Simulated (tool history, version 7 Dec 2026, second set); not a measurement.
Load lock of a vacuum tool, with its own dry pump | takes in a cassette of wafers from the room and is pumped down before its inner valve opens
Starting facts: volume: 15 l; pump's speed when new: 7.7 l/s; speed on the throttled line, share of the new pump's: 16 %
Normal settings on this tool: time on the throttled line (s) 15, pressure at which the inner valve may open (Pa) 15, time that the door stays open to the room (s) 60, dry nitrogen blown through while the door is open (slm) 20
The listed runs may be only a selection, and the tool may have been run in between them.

run    hour  time on the throttled line (s)  pressure at which the inner valve may open (Pa)  time that the door stays open to the room (s)  dry nitrogen blown through while the door is open (slm)  incoming humidity of the room's air, %  time from the closed door until the inner valve may open (s)  rise of the pressure with all valves shut (Pa/min)
  1     0.0                              15                                               15                                             60                                                       20                                    42.8                                                          32.6                                               0.108
  2   222.3                              15                                               15                                             60                                                       37                                    47.4                                                          33.0                                               0.096
  3   506.3                              15                                               15                                             60                                                       37                                    47.4                                                          33.5                                               0.107
  4   638.7                              15                                               15                                             60                                                       37                                    45.4                                                          33.6                                               0.106
  5   849.7                              15                                               15                                             60                                                       37                                    41.9                                                          33.7                                               0.109
  6  1105.4                              15                                               15                                             60                                                       20                                    45.7                                                          34.1                                               0.131
  7  1402.9                              15                                               15                                             60                                                       20                                    46.9                                                          33.9                                               0.141
  8  1665.4                              15                                               15                                             60                                                       20                                    45.0                                                          33.8                                               0.146
  9  1951.9                              11                                               15                                             60                                                       20                                    44.2                                                          31.6                                               0.149
 10  2197.9                              21                                               17                                             59                                                       15                                    45.2                                                          39.6                                               0.162
 11  2464.4                              11                                               13                                             59                                                       15                                    48.0                                                          32.2                                               0.175
     2499.6  -- dry pump taken out, an overhauled one fitted
 12  2759.5                              11                                               13                                             35                                                       14                                    41.0                                                          27.4                                               0.154
 13  3072.6                              11                                               13                                             35                                                       14                                    45.9                                                          26.5                                               0.168
 14  3267.6                              11                                               13                                             35                                                       14                                    43.3                                                          26.9                                               0.173
 15  3477.7                              10                                               15                                            234                                                       44                                    42.1                                                          26.1                                               0.224
 16  3756.1                              10                                               14                                             71                                                        8                                    44.8                                                          26.0                                               0.227
 17  4050.4                              19                                               22                                             96                                                        7                                    42.3                                                          33.2                                               0.259
 18  4218.8                              14                                               22                                             67                                                        7                                    47.9                                                          28.6                                               0.251

Alternative continuations, all from the tool just after run 18; predict every row:
  A  4450.4                              14                                               22                                             31                                                       18                                    44.5                                                             ?                                                   ?
  B  4450.4                              15                                               10                                             57                                                       29                                    46.4                                                             ?                                                   ?
  C  4450.4                              15                                               15                                             48                                                       18                                    45.1                                                             ?                                                   ?

run  time from the closed door until the inner valve may open (s)  rise of the pressure with all valves shut (Pa/min)
  A                                                          28.4                                               0.199
  B                                                          31.9                                               0.207
  C                                                          29.9                                               0.212
With the hidden condition removed and each run's random variation left untouched, the same runs would have given:
run  time from the closed door until the inner valve may open (s)  rise of the pressure with all valves shut (Pa/min)
  A                                                          27.6                                               0.045
  B                                                          31.0                                               0.057
  C                                                          29.1                                               0.061
